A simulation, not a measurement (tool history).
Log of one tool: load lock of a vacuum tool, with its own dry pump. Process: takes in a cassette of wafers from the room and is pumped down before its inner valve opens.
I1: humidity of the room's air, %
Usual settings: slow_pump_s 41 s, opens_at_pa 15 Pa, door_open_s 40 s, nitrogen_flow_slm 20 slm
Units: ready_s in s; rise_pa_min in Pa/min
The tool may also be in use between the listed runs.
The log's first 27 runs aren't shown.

Run 28, hour 5838.3: usual settings but nitrogen_flow_slm 45 slm; I1 45.5. Result: ready_s 82.1 s, rise_pa_min 0.08 Pa/min.
Run 29, hour 6104.6: usual settings but slow_pump_s 44 s, opens_at_pa 21 Pa, door_open_s 236 s, nitrogen_flow_slm 6 slm; I1 46.5. Result: ready_s 83.9 s, rise_pa_min 0.163 Pa/min.
Run 30, hour 6270.2: usual settings but opens_at_pa 11 Pa, door_open_s 146 s; I1 43.4. Result: ready_s 85 s, rise_pa_min 0.129 Pa/min.
Run 31, hour 6524.3: usual settings but opens_at_pa 11 Pa, door_open_s 37 s, nitrogen_flow_slm 15 slm; I1 42. Result: ready_s 84.3 s, rise_pa_min 0.098 Pa/min.
Run 32, hour 6797.2: usual settings but opens_at_pa 11 Pa, door_open_s 37 s, nitrogen_flow_slm 15 slm; I1 46.7. Result: ready_s 84.5 s, rise_pa_min 0.103 Pa/min.
Run 33, hour 6999.6: usual settings but opens_at_pa 16 Pa, door_open_s 37 s, nitrogen_flow_slm 15 slm; I1 43.9. Result: ready_s 82.9 s, rise_pa_min 0.107 Pa/min.
Run 34, hour 7219.7: usual settings but opens_at_pa 16 Pa, door_open_s 37 s, nitrogen_flow_slm 15 slm; I1 45.5. Result: ready_s 82.2 s, rise_pa_min 0.106 Pa/min.
Run 35, hour 7354.3: usual settings but opens_at_pa 16 Pa, door_open_s 37 s, nitrogen_flow_slm 15 slm; I1 47.7. Result: ready_s 84.2 s, rise_pa_min 0.115 Pa/min.
Run 36, hour 7501: usual settings but opens_at_pa 12 Pa, door_open_s 171 s; I1 42.1. Result: ready_s 85.8 s, rise_pa_min 0.133 Pa/min.

5 ways to go on from here, each from the tool as it stands after run 36. What would each give?
Run A, hour 7815.7: usual settings but nitrogen_flow_slm 5 slm; I1 45.5. Result: ready_s ?, rise_pa_min ?.
Run B, hour 7815.7: usual settings but opens_at_pa 12 Pa, door_open_s 80 s, nitrogen_flow_slm 5 slm; I1 41.4. Result: ready_s ?, rise_pa_min ?.
Run C, hour 7815.7: usual settings but slow_pump_s 24 s, opens_at_pa 23 Pa, nitrogen_flow_slm 16 slm; I1 44.2. Result: ready_s ?, rise_pa_min ?.
Run D, hour 7815.7: usual settings but slow_pump_s 69 s, opens_at_pa 12 Pa, door_open_s 188 s, nitrogen_flow_slm 6 slm; I1 46.7. Result: ready_s ?, rise_pa_min ?.
Run E, hour 7815.7: usual settings but opens_at_pa 12 Pa, door_open_s 91 s, nitrogen_flow_slm 31 slm; I1 43.5. Result: ready_s ?, rise_pa_min ?.

run  ready_s  rise_pa_min
  A     84.2        0.122
  B     86.3        0.138
  C     68.4        0.114
  D    106.6         0.17
  E     84.7        0.122
Without the tool's hidden state the same runs would have given:
run  ready_s  rise_pa_min
  A     80.6         0.04
  B     82.5        0.055
  C     64.6        0.032
  D    103.3        0.088
  E       81        0.039
